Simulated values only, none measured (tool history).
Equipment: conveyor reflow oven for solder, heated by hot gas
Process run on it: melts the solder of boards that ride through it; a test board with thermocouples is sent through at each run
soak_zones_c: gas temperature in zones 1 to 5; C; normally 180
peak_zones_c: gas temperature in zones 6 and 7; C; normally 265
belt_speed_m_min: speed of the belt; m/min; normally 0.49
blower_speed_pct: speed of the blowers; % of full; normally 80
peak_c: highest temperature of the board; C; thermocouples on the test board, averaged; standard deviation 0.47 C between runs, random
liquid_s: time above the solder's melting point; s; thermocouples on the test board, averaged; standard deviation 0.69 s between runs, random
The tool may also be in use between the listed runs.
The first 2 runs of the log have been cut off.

run,hour,soak_zones_c,peak_zones_c,belt_speed_m_min,blower_speed_pct,peak_c,liquid_s
3,145,180,265,0.5,80,250.3,74.8
4,197.1,180,266,0.49,80,251,76.8
5,293.1,180,266,0.49,80,251.2,75.9
6,346.1,180,266,0.478,80,251.1,79.1
7,441.8,180,266,0.478,80,251.3,79
8,493.4,180,266,0.478,80,251.4,77
# hour 537.6: flux residue cleaned out of gas plates and filters
9,587,180,266,0.478,80,252.1,81
10,651.1,180,266,0.478,80,252.1,81.1
11,724.4,180,266,0.478,80,252.3,80.2
12,806.6,180,266,0.478,80,252.5,80.5
13,872.9,180,266,0.489,80,251.6,78.7
14,914.2,180,265,0.49,80,249.2,76.6
15,963,175,265,0.49,80,248.4,74.1
16,1040.6,175,265,0.49,80,248.2,73.1
17,1115.1,170,265,0.49,63,243.4,64.4
# hour 1207.9: thermocouples of zones 6 and 7 changed
18,1207.9,180,260,0.541,60,242.5,59.3
19,1288.1,180,260,0.541,60,242,58.3
20,1369.2,189,275,0.573,80,259.7,74.2
21,1460.7,192,266,0.569,60,247.4,66.3

For run 22, what comes out?
22,1549.7,180,265,0.421,80,?,?

peak_c: 256.5 C
liquid_s: 97 s
With no hidden state in the tool, this same run would have given peak_c 258.6 C, liquid_s 98 s.

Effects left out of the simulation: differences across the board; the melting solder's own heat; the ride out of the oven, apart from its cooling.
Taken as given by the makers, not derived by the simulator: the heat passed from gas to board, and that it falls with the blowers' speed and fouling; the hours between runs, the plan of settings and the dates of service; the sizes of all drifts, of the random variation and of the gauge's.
